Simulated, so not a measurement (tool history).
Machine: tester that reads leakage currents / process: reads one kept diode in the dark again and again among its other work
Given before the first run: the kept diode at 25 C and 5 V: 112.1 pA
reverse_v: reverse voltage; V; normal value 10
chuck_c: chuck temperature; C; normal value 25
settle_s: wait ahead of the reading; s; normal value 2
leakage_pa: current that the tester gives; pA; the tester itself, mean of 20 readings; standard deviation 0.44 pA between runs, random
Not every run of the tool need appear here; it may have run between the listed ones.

| run | hour | reverse_v | chuck_c | settle_s | leakage_pa |
|---|---|---|---|---|---|
| 1 | 0 | 10 | 25 | 2 | 183.45 |
| 2 | 60.2 | 10 | 25 | 2 | 185.62 |
|  | 124.9 | chuck's temperature calibrated |
| 3 | 173.2 | 1 | 25 | 2 | 65.02 |
| 4 | 237.2 | 1 | 25 | 2 | 65.9 |
| 5 | 303.3 | 1 | 31 | 2 | 113.44 |
| 6 | 406.1 | 10 | 25 | 2 | 169.94 |
| 7 | 458.1 | 10 | 25 | 0.65 | 174.74 |
| 8 | 509.8 | 10 | 25 | 0.65 | 175.06 |
| 9 | 626.5 | 1 | 25 | 0.65 | 72.8 |
| 10 | 718.8 | 1.2 | 25 | 2 | 79.17 |
| 11 | 812.7 | 10 | 25 | 2 | 187.01 |
| 12 | 897.9 | 10 | 25 | 2 | 190.15 |
| 13 | 1007.8 | 2.6 | 38 | 4.85 | 338.77 |
| 14 | 1088.4 | 6.4 | 52 | 0.59 | 1437.76 |
|  | 1160.1 | chuck's temperature calibrated |
| 15 | 1195.2 | 6.4 | 52 | 0.59 | 1202.31 |
| 16 | 1270.9 | 4.2 | 25 | 2 | 116.62 |
| 17 | 1346.4 | 4.2 | 25 | 2 | 118.15 |
| 18 | 1422.6 | 8.8 | 25 | 7.13 | 162.74 |
| 19 | 1504.4 | 12.1 | 52 | 2 | 1607.3 |
| 20 | 1588.8 | 1 | 52 | 2 | 643.76 |
|  | 1635.9 | tester calibrated |
|  | 1706.9 | probe card cleaned and baked |
| 21 | 1706.9 | 2.4 | 39 | 1.77 | 318.96 |

Below are 5 alternative next runs, each starting from the tool's condition after run 21. Predict each:
| A | 1784.3 | 13.5 | 30 | 0.38 | ? |
| B | 1784.3 | 10 | 25 | 0.48 | ? |
| C | 1784.3 | 2.2 | 42 | 0.48 | ? |
| D | 1784.3 | 2.5 | 39 | 1.77 | ? |
| E | 1784.3 | 2.4 | 33 | 6.54 | ? |

| run | leakage_pa |
|---|---|
| A | 294.37 |
| B | 168.68 |
| C | 400.92 |
| D | 328.38 |
| E | 195.66 |
Without the tool's unlogged condition, the same runs would have read:
| run | leakage_pa |
|---|---|
| A | 259.82 |
| B | 148.24 |
| C | 356.73 |
| D | 291.46 |
| E | 172.83 |

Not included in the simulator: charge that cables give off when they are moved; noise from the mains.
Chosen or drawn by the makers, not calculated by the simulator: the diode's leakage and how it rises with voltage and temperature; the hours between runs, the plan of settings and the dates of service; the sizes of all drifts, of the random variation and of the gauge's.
